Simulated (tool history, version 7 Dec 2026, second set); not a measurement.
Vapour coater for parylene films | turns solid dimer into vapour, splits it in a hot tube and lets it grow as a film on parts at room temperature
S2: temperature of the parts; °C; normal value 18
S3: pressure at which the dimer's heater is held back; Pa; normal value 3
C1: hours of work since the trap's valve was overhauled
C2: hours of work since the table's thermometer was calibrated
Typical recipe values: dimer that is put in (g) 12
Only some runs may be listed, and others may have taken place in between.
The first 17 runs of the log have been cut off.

run 18 hour=205.9 | dimer_that_is_put_in_(g)=12 S2=18 S3=3 | C1=197 C2=263 | thickness_of_the_film_(um)=2.27
run 19 hour=213.2 | dimer_that_is_put_in_(g)=12 S2=18 S3=3 | C1=202 C2=268 | thickness_of_the_film_(um)=2.28
run 20 hour=228.1 | dimer_that_is_put_in_(g)=8 S2=18 S3=3 | C1=213 C2=279 | thickness_of_the_film_(um)=1.53
run 21 hour=240 | dimer_that_is_put_in_(g)=21 S2=14 S3=3.85 | C1=222 C2=288 | thickness_of_the_film_(um)=4.42
run 22 hour=251 | dimer_that_is_put_in_(g)=21 S2=14 S3=3.85 | C1=230 C2=296 | thickness_of_the_film_(um)=4.46
run 23 hour=259 | dimer_that_is_put_in_(g)=12 S2=18 S3=2.36 | C1=235 C2=302 | thickness_of_the_film_(um)=2.2
run 24 hour=269.6 | dimer_that_is_put_in_(g)=9 S2=15 S3=2.36 | C1=243 C2=309 | thickness_of_the_film_(um)=1.89
run 25 hour=280.7 | dimer_that_is_put_in_(g)=12 S2=20 S3=3.35 | C1=251 C2=317 | thickness_of_the_film_(um)=1.97
run 26 hour=289.4 | dimer_that_is_put_in_(g)=12 S2=20 S3=3.35 | C1=258 C2=324 | thickness_of_the_film_(um)=2.02
-- hour=299.5 trap's valve overhauled
run 27 hour=309.2 | dimer_that_is_put_in_(g)=10 S2=10 S3=4.62 | C1=7 C2=335 | thickness_of_the_film_(um)=2.72
run 28 hour=321.7 | dimer_that_is_put_in_(g)=12 S2=11 S3=3.7 | C1=16 C2=344 | thickness_of_the_film_(um)=3.18
run 29 hour=335.1 | dimer_that_is_put_in_(g)=12 S2=27 S3=11.34 | C1=26 C2=354 | thickness_of_the_film_(um)=1.62
run 30 hour=347.9 | dimer_that_is_put_in_(g)=12 S2=27 S3=11.34 | C1=35 C2=364 | thickness_of_the_film_(um)=1.6
run 31 hour=360.7 | dimer_that_is_put_in_(g)=12 S2=10 S3=5.21 | C1=45 C2=373 | thickness_of_the_film_(um)=3.15
run 32 hour=377.6 | dimer_that_is_put_in_(g)=11 S2=14 S3=2.3 | C1=57 C2=385 | thickness_of_the_film_(um)=2.63
run 33 hour=387.2 | dimer_that_is_put_in_(g)=11 S2=14 S3=2.3 | C1=64 C2=392 | thickness_of_the_film_(um)=2.61
run 34 hour=397.4 | dimer_that_is_put_in_(g)=21 S2=13 S3=3 | C1=72 C2=400 | thickness_of_the_film_(um)=5.02
run 35 hour=405.3 | dimer_that_is_put_in_(g)=12 S2=19 S3=8.56 | C1=77 C2=406 | thickness_of_the_film_(um)=2.18
run 36 hour=413.1 | dimer_that_is_put_in_(g)=12 S2=22 S3=3.97 | C1=83 C2=411 | thickness_of_the_film_(um)=2.02
run 37 hour=427.7 | dimer_that_is_put_in_(g)=20 S2=28 S3=3 | C1=94 C2=422 | thickness_of_the_film_(um)=2.75
run 38 hour=436.9 | dimer_that_is_put_in_(g)=7 S2=18 S3=7.21 | C1=101 C2=429 | thickness_of_the_film_(um)=1.28
run 39 hour=450.7 | dimer_that_is_put_in_(g)=10 S2=10 S3=3 | C1=111 C2=439 | thickness_of_the_film_(um)=2.69
run 40 hour=461.1 | dimer_that_is_put_in_(g)=10 S2=10 S3=3 | C1=118 C2=447 | thickness_of_the_film_(um)=2.64

Predict each of these 5 candidate next runs independently; none follows another, all start after run 40:
run A hour=471.9 | dimer_that_is_put_in_(g)=8 S2=20 S3=11.76 | C1=126 C2=454 | thickness_of_the_film_(um)=?
run B hour=471.9 | dimer_that_is_put_in_(g)=10 S2=27 S3=3 | C1=126 C2=454 | thickness_of_the_film_(um)=?
run C hour=471.9 | dimer_that_is_put_in_(g)=18 S2=20 S3=4.96 | C1=126 C2=454 | thickness_of_the_film_(um)=?
run D hour=471.9 | dimer_that_is_put_in_(g)=10 S2=17 S3=3 | C1=126 C2=454 | thickness_of_the_film_(um)=?
run E hour=471.9 | dimer_that_is_put_in_(g)=7 S2=18 S3=4.15 | C1=126 C2=454 | thickness_of_the_film_(um)=?

run=A thickness_of_the_film_(um)=1.35
run=B thickness_of_the_film_(um)=1.41
run=C thickness_of_the_film_(um)=3.2
run=D thickness_of_the_film_(um)=2.03
run=E thickness_of_the_film_(um)=1.35
The same runs, with their run-to-run variation unchanged, on a tool lacking any hidden condition would have given:
run=A thickness_of_the_film_(um)=1.46
run=B thickness_of_the_film_(um)=1.52
run=C thickness_of_the_film_(um)=3.46
run=D thickness_of_the_film_(um)=2.2
run=E thickness_of_the_film_(um)=1.46
